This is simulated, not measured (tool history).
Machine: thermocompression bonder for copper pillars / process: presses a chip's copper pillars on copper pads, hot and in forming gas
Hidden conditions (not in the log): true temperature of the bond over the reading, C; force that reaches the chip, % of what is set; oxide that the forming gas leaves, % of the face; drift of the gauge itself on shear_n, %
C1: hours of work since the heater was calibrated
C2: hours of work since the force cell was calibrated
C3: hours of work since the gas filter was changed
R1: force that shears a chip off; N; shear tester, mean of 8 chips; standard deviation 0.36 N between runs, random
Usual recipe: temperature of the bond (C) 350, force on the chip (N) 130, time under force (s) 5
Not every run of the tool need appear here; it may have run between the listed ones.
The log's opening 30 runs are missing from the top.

Run 31, day 59.088: usual settings but temperature of the bond (C) 354, time under force (s) 4; C1 364; C2 331; C3 130. Result: R1 84.4 N.
Run 32, day 61.862: usual settings but temperature of the bond (C) 346, force on the chip (N) 108, time under force (s) 12; C1 405; C2 372; C3 171. Result: R1 89.2 N.
Run 33, day 63.329: usual settings but temperature of the bond (C) 346, force on the chip (N) 108, time under force (s) 12; C1 426; C2 393; C3 193. Result: R1 89 N.
At day 64.971: forming gas filter changed.
Run 34, day 65.217: usual settings but temperature of the bond (C) 346, force on the chip (N) 108, time under force (s) 12; C1 454; C2 421; C3 4. Result: R1 97.5 N.
Run 35, day 66.892: usual settings but temperature of the bond (C) 346, force on the chip (N) 108, time under force (s) 12; C1 478; C2 445; C3 28. Result: R1 96.3 N.
Run 36, day 68.388: usual settings but force on the chip (N) 124; C1 500; C2 467; C3 50. Result: R1 86.9 N.
Run 37, day 70.721: usual settings but force on the chip (N) 124; C1 535; C2 502; C3 85. Result: R1 85.9 N.
Run 38, day 71.996: usual settings but force on the chip (N) 124; C1 554; C2 521; C3 103. Result: R1 86.1 N.

Alternative continuations, all from the tool just after run 38; predict every row:
Run A, day 74.15: usual settings but temperature of the bond (C) 355, force on the chip (N) 92, time under force (s) 13; C1 585; C2 552; C3 135. Result: R1 ?.
Run B, day 74.15: usual settings but temperature of the bond (C) 340; C1 585; C2 552; C3 135. Result: R1 ?.
Run C, day 74.15: usual settings but temperature of the bond (C) 325, force on the chip (N) 124, time under force (s) 12; C1 585; C2 552; C3 135. Result: R1 ?.

run    R1
  A  89.7
  B    80
  C  84.9
With no hidden state in the tool, these same runs would have given:
run    R1
  A  90.6
  B  80.1
  C  85.3

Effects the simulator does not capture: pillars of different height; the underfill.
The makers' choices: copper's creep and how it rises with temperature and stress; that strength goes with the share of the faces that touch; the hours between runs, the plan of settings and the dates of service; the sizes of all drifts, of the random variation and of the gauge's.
